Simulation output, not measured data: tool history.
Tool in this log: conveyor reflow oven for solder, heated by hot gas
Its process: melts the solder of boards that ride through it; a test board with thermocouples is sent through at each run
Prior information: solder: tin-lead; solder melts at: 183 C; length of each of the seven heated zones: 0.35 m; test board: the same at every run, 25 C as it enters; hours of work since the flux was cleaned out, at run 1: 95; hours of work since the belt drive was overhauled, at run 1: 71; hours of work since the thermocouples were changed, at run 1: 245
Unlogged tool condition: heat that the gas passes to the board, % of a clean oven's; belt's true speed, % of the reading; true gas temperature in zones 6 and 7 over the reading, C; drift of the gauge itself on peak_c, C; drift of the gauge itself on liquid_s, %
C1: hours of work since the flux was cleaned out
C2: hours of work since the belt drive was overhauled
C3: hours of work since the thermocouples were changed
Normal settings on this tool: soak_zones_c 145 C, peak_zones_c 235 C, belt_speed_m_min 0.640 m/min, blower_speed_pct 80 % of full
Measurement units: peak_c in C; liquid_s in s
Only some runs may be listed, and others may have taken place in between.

run 1 hour=0.0 | soak_zones_c=145 peak_zones_c=235 belt_speed_m_min=0.640 blower_speed_pct=80 | C1=95 C2=71 C3=245 | peak_c=223.7 liquid_s=56.1
run 2 hour=19.8 | soak_zones_c=145 peak_zones_c=235 belt_speed_m_min=0.640 blower_speed_pct=80 | C1=106 C2=81 C3=255 | peak_c=224.1 liquid_s=56.1
run 3 hour=47.3 | soak_zones_c=145 peak_zones_c=235 belt_speed_m_min=0.640 blower_speed_pct=80 | C1=121 C2=96 C3=270 | peak_c=223.9 liquid_s=56.2
run 4 hour=82.0 | soak_zones_c=145 peak_zones_c=240 belt_speed_m_min=0.640 blower_speed_pct=80 | C1=140 C2=115 C3=289 | peak_c=228.3 liquid_s=58.0
run 5 hour=120.5 | soak_zones_c=145 peak_zones_c=240 belt_speed_m_min=0.640 blower_speed_pct=80 | C1=161 C2=136 C3=310 | peak_c=228.2 liquid_s=58.0
run 6 hour=141.0 | soak_zones_c=145 peak_zones_c=240 belt_speed_m_min=0.640 blower_speed_pct=80 | C1=172 C2=148 C3=321 | peak_c=228.5 liquid_s=58.1
run 7 hour=169.0 | soak_zones_c=145 peak_zones_c=235 belt_speed_m_min=0.640 blower_speed_pct=82 | C1=187 C2=163 C3=337 | peak_c=224.0 liquid_s=56.0
run 8 hour=191.1 | soak_zones_c=145 peak_zones_c=235 belt_speed_m_min=0.640 blower_speed_pct=80 | C1=199 C2=175 C3=349 | peak_c=224.2 liquid_s=55.8
run 9 hour=230.0 | soak_zones_c=145 peak_zones_c=235 belt_speed_m_min=0.640 blower_speed_pct=80 | C1=221 C2=196 C3=370 | peak_c=224.1 liquid_s=55.7
run 10 hour=252.5 | soak_zones_c=147 peak_zones_c=235 belt_speed_m_min=0.640 blower_speed_pct=80 | C1=233 C2=208 C3=382 | peak_c=224.7 liquid_s=56.4
run 11 hour=271.3 | soak_zones_c=147 peak_zones_c=235 belt_speed_m_min=0.640 blower_speed_pct=80 | C1=243 C2=219 C3=393 | peak_c=224.4 liquid_s=56.6
run 12 hour=297.1 | soak_zones_c=147 peak_zones_c=235 belt_speed_m_min=0.640 blower_speed_pct=80 | C1=257 C2=233 C3=407 | peak_c=224.5 liquid_s=56.8
run 13 hour=337.1 | soak_zones_c=147 peak_zones_c=235 belt_speed_m_min=0.640 blower_speed_pct=80 | C1=279 C2=255 C3=428 | peak_c=224.4 liquid_s=56.6
run 14 hour=354.2 | soak_zones_c=145 peak_zones_c=235 belt_speed_m_min=0.640 blower_speed_pct=80 | C1=288 C2=264 C3=438 | peak_c=224.2 liquid_s=55.9
run 15 hour=392.5 | soak_zones_c=145 peak_zones_c=235 belt_speed_m_min=0.640 blower_speed_pct=80 | C1=309 C2=285 C3=459 | peak_c=224.2 liquid_s=56.0
run 16 hour=414.5 | soak_zones_c=145 peak_zones_c=227 belt_speed_m_min=0.640 blower_speed_pct=80 | C1=321 C2=297 C3=471 | peak_c=216.8 liquid_s=52.0
run 17 hour=445.2 | soak_zones_c=145 peak_zones_c=235 belt_speed_m_min=0.640 blower_speed_pct=51 | C1=338 C2=313 C3=487 | peak_c=220.0 liquid_s=53.1
run 18 hour=467.2 | soak_zones_c=145 peak_zones_c=225 belt_speed_m_min=0.640 blower_speed_pct=51 | C1=350 C2=325 C3=499 | peak_c=211.1 liquid_s=47.3
run 19 hour=504.5 | soak_zones_c=139 peak_zones_c=225 belt_speed_m_min=0.693 blower_speed_pct=51 | C1=370 C2=346 C3=520 | peak_c=207.8 liquid_s=38.7
run 20 hour=528.9 | soak_zones_c=139 peak_zones_c=225 belt_speed_m_min=0.693 blower_speed_pct=51 | C1=384 C2=359 C3=533 | peak_c=207.3 liquid_s=38.5
run 21 hour=552.9 | soak_zones_c=145 peak_zones_c=225 belt_speed_m_min=0.551 blower_speed_pct=80 | C1=397 C2=372 C3=546 | peak_c=217.8 liquid_s=62.2
run 22 hour=591.5 | soak_zones_c=145 peak_zones_c=235 belt_speed_m_min=0.633 blower_speed_pct=80 | C1=418 C2=393 C3=567 | peak_c=224.3 liquid_s=56.8
-- hour=600.1 thermocouples of zones 6 and 7 changed
-- hour=625.9 flux residue cleaned out of gas plates and filters
run 23 hour=628.7 | soak_zones_c=145 peak_zones_c=237 belt_speed_m_min=0.645 blower_speed_pct=80 | C1=1 C2=410 C3=13 | peak_c=225.7 liquid_s=56.2
run 24 hour=654.4 | soak_zones_c=149 peak_zones_c=235 belt_speed_m_min=0.708 blower_speed_pct=78 | C1=16 C2=424 C3=27 | peak_c=221.5 liquid_s=50.3
run 25 hour=686.2 | soak_zones_c=152 peak_zones_c=230 belt_speed_m_min=0.674 blower_speed_pct=85 | C1=33 C2=441 C3=44 | peak_c=219.8 liquid_s=53.3
run 26 hour=725.7 | soak_zones_c=150 peak_zones_c=235 belt_speed_m_min=0.512 blower_speed_pct=66 | C1=54 C2=463 C3=66 | peak_c=228.0 liquid_s=74.7
run 27 hour=756.6 | soak_zones_c=150 peak_zones_c=235 belt_speed_m_min=0.519 blower_speed_pct=73 | C1=71 C2=479 C3=83 | peak_c=228.2 liquid_s=73.8
run 28 hour=786.4 | soak_zones_c=150 peak_zones_c=235 belt_speed_m_min=0.519 blower_speed_pct=73 | C1=88 C2=496 C3=99 | peak_c=228.4 liquid_s=74.3
run 29 hour=804.4 | soak_zones_c=150 peak_zones_c=228 belt_speed_m_min=0.519 blower_speed_pct=62 | C1=97 C2=506 C3=109 | peak_c=220.5 liquid_s=69.8
run 30 hour=844.5 | soak_zones_c=136 peak_zones_c=235 belt_speed_m_min=0.557 blower_speed_pct=79 | C1=119 C2=527 C3=131 | peak_c=226.2 liquid_s=63.2
run 31 hour=873.9 | soak_zones_c=158 peak_zones_c=230 belt_speed_m_min=0.526 blower_speed_pct=57 | C1=135 C2=543 C3=147 | peak_c=222.7 liquid_s=73.3

Forecast each of these 3 alternatives for the next run:
run A hour=907.3 | soak_zones_c=144 peak_zones_c=235 belt_speed_m_min=0.640 blower_speed_pct=80 | C1=153 C2=562 C3=165 | peak_c=? liquid_s=?
run B hour=907.3 | soak_zones_c=158 peak_zones_c=240 belt_speed_m_min=0.585 blower_speed_pct=57 | C1=153 C2=562 C3=165 | peak_c=? liquid_s=?
run C hour=907.3 | soak_zones_c=145 peak_zones_c=246 belt_speed_m_min=0.700 blower_speed_pct=80 | C1=153 C2=562 C3=165 | peak_c=? liquid_s=?

run=A peak_c=223.9 liquid_s=55.6
run=B peak_c=229.5 liquid_s=68.7
run=C peak_c=231.4 liquid_s=54.0
Without the tool's hidden state the same runs would have given:
run=A peak_c=223.9 liquid_s=55.6
run=B peak_c=229.5 liquid_s=68.7
run=C peak_c=231.5 liquid_s=54.0
